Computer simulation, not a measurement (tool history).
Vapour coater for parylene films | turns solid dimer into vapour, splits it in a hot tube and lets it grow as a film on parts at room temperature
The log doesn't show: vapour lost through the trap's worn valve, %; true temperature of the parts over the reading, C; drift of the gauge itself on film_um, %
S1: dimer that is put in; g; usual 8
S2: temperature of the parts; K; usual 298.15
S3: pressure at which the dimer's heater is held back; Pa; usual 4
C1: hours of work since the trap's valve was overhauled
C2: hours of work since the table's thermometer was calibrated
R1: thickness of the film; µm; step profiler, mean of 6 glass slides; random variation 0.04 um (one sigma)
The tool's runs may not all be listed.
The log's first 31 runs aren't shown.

run	hour	S1	S2	S3	C1	C2	R1
32	1761.7	5	291.15	4	111	1459	3.07
33	1796.1	5	291.15	4.26	138	1485	3.07
34	1836.5	8	301.15	4	169	1516	4.07
35	1899.4	12	306.15	10.54	217	1564	5.17
36	1950.1	4	306.15	5.4	256	1603	1.76
37	1984.1	4	303.15	4.18	282	1629	1.87
38	2050.1	3	296.15	11.54	332	1680	1.5
39	2120.6	3	296.15	11.54	386	1734	1.51
40	2190.6	3	296.15	11.54	440	1787	1.52

Forecast run 41:
41	2224.4	8	294.15	3.43	466	1813	?

R1: 4.45 µm
Without the tool's hidden state the same run would have given R1 4.77 µm.
